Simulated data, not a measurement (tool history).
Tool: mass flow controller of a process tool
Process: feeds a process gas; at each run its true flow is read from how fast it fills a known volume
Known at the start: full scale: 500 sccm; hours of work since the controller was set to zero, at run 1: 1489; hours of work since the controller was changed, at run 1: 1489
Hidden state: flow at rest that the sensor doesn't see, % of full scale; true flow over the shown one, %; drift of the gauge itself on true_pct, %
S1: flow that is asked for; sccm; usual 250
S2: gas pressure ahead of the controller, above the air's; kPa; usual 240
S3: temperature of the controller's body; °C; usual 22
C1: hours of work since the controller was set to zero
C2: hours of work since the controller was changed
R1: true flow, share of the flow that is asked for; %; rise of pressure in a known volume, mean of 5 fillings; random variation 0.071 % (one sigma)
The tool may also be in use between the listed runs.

run,day,S1,S2,S3,C1,C2,R1
1,0.000,250,240,22,1489,1489,99.57
2,8.212,250,240,22,1619,1619,99.78
3,16.838,250,240,22,1756,1756,99.90
4,22.588,250,240,22,1847,1847,99.91
5,29.846,201,240,22,1962,1962,99.90
6,36.533,201,240,22,2068,2068,100.01
7,45.633,201,240,22,2212,2212,100.14
8,51.371,201,240,22,2303,2303,100.26
9,56.658,201,240,22,2387,2387,100.24
10,63.388,250,240,22,2493,2493,100.44
11,72.412,250,240,22,2636,2636,100.67
12,81.608,250,240,26,2782,2782,100.89
13,90.983,250,240,26,2930,2930,101.03

Forecast run 14:
14,99.854,96,240,36,3071,3071,?

{"run 14": {"R1": 101.76}}
Without the tool's hidden state the same run would have given R1 100.34 %.
